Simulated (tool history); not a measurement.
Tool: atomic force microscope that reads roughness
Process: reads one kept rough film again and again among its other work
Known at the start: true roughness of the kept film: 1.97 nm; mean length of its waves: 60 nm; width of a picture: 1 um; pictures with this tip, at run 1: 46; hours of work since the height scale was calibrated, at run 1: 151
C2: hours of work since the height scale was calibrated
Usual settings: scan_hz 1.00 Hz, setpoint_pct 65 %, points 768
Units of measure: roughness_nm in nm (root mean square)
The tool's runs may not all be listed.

run 1 hour=0.0 | scan_hz=1.00 setpoint_pct=65 points=768 | pictures_with_this_tip=46 C2=151 | roughness_nm=1.867
run 2 hour=14.9 | scan_hz=1.00 setpoint_pct=65 points=768 | pictures_with_this_tip=78 C2=162 | roughness_nm=1.869
run 3 hour=26.9 | scan_hz=1.00 setpoint_pct=65 points=768 | pictures_with_this_tip=103 C2=171 | roughness_nm=1.864
run 4 hour=40.1 | scan_hz=1.00 setpoint_pct=65 points=768 | pictures_with_this_tip=131 C2=182 | roughness_nm=1.868
run 5 hour=49.0 | scan_hz=1.00 setpoint_pct=65 points=768 | pictures_with_this_tip=150 C2=188 | roughness_nm=1.860
run 6 hour=58.1 | scan_hz=1.00 setpoint_pct=65 points=768 | pictures_with_this_tip=169 C2=195 | roughness_nm=1.866
run 7 hour=72.6 | scan_hz=1.00 setpoint_pct=65 points=768 | pictures_with_this_tip=200 C2=207 | roughness_nm=1.875
run 8 hour=87.4 | scan_hz=1.00 setpoint_pct=65 points=768 | pictures_with_this_tip=231 C2=218 | roughness_nm=1.868
run 9 hour=104.4 | scan_hz=1.00 setpoint_pct=77 points=768 | pictures_with_this_tip=267 C2=231 | roughness_nm=1.807
run 10 hour=123.3 | scan_hz=1.00 setpoint_pct=77 points=768 | pictures_with_this_tip=308 C2=246 | roughness_nm=1.797
run 11 hour=137.0 | scan_hz=1.00 setpoint_pct=77 points=768 | pictures_with_this_tip=336 C2=256 | roughness_nm=1.805
run 12 hour=150.6 | scan_hz=1.00 setpoint_pct=77 points=768 | pictures_with_this_tip=365 C2=267 | roughness_nm=1.799
-- hour=154.8 new tip fitted
run 13 hour=169.7 | scan_hz=1.00 setpoint_pct=77 points=768 | pictures_with_this_tip=32 C2=281 | roughness_nm=1.802
run 14 hour=179.6 | scan_hz=1.00 setpoint_pct=77 points=768 | pictures_with_this_tip=53 C2=289 | roughness_nm=1.801
run 15 hour=199.2 | scan_hz=3.36 setpoint_pct=65 points=768 | pictures_with_this_tip=94 C2=304 | roughness_nm=1.715
run 16 hour=215.8 | scan_hz=1.00 setpoint_pct=65 points=768 | pictures_with_this_tip=130 C2=316 | roughness_nm=1.866
run 17 hour=232.8 | scan_hz=1.00 setpoint_pct=65 points=768 | pictures_with_this_tip=166 C2=330 | roughness_nm=1.867
run 18 hour=243.9 | scan_hz=1.00 setpoint_pct=65 points=768 | pictures_with_this_tip=189 C2=338 | roughness_nm=1.871
run 19 hour=260.0 | scan_hz=1.00 setpoint_pct=65 points=272 | pictures_with_this_tip=223 C2=351 | roughness_nm=1.863
run 20 hour=278.1 | scan_hz=1.00 setpoint_pct=65 points=768 | pictures_with_this_tip=262 C2=364 | roughness_nm=1.858
run 21 hour=291.7 | scan_hz=1.00 setpoint_pct=65 points=768 | pictures_with_this_tip=291 C2=375 | roughness_nm=1.867
run 22 hour=309.1 | scan_hz=1.00 setpoint_pct=61 points=768 | pictures_with_this_tip=327 C2=388 | roughness_nm=1.886
run 23 hour=323.2 | scan_hz=0.66 setpoint_pct=65 points=479 | pictures_with_this_tip=357 C2=399 | roughness_nm=1.888
-- hour=331.4 new tip fitted
run 24 hour=337.2 | scan_hz=1.00 setpoint_pct=64 points=576 | pictures_with_this_tip=12 C2=410 | roughness_nm=1.874
run 25 hour=347.9 | scan_hz=1.32 setpoint_pct=84 points=420 | pictures_with_this_tip=34 C2=418 | roughness_nm=1.692
run 26 hour=362.9 | scan_hz=1.80 setpoint_pct=65 points=482 | pictures_with_this_tip=66 C2=429 | roughness_nm=1.816

Forecast run 27:
run 27 hour=381.2 | scan_hz=1.00 setpoint_pct=65 points=690 | pictures_with_this_tip=105 C2=444 | roughness_nm=?

For run 27 the tool returned roughness_nm 1.866 nm (root mean square).
Had the tool carried no hidden state, the very same run would have given roughness_nm 1.867 nm (root mean square).
